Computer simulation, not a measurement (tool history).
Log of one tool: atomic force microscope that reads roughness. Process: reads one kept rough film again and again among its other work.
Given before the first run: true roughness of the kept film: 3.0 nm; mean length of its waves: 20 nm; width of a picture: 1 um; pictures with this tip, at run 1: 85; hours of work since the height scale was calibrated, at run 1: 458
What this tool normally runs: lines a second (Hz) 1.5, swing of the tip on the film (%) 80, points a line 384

run,hour,lines a second (Hz),swing of the tip on the film (%),points a line,pictures with this tip,hours of work since the height scale was calibrated,roughness of the kept film (nm (root mean square))
1,0,1.5,80,384,85,458,1.668
# hour 17: new tip fitted
2,27.1,1.5,80,298,22,477,1.977
3,48.9,1.5,80,298,69,492,1.734
4,64.8,1.5,80,384,104,503,1.603
# hour 74.4: new tip fitted
5,92.4,1.5,80,384,39,523,1.891
6,105.3,1.5,80,384,67,532,1.777
7,116.5,1.5,80,384,91,540,1.678
8,129.2,1.5,80,384,119,549,1.557
# hour 131: new tip fitted
9,153.8,1.5,80,546,50,566,1.864
10,175,1.5,80,546,95,581,1.691
# hour 189: new tip fitted
11,193.6,0.52,80,546,10,594,2.231
12,214,0.52,80,546,55,608,1.961
13,235.7,0.52,80,546,101,623,1.771
# hour 244.9: new tip fitted
14,260.4,0.52,80,546,34,641,2.106
15,277.2,0.52,80,546,70,652,1.893
16,293,0.52,80,546,104,664,1.743
# hour 302.3: new tip fitted
17,318.6,0.53,55,292,35,681,2.187
18,329.8,3.87,69,257,59,689,1.684
19,356,1.35,78,694,116,708,1.64
# hour 358.9: new tip fitted
20,382,1.91,57,402,50,726,2.034
21,409.5,1.91,63,776,109,746,1.717
# hour 416.1: new tip fitted
22,425,1.91,63,776,20,756,2.168
23,451.8,1.5,57,384,78,775,1.898

Forecast run 24:
24,466,1.5,57,465,108,785,?

roughness of the kept film (nm (root mean square)): 1.754
Minus the tool's unlogged condition, the same run would have read roughness of the kept film (nm (root mean square)) 2.352.
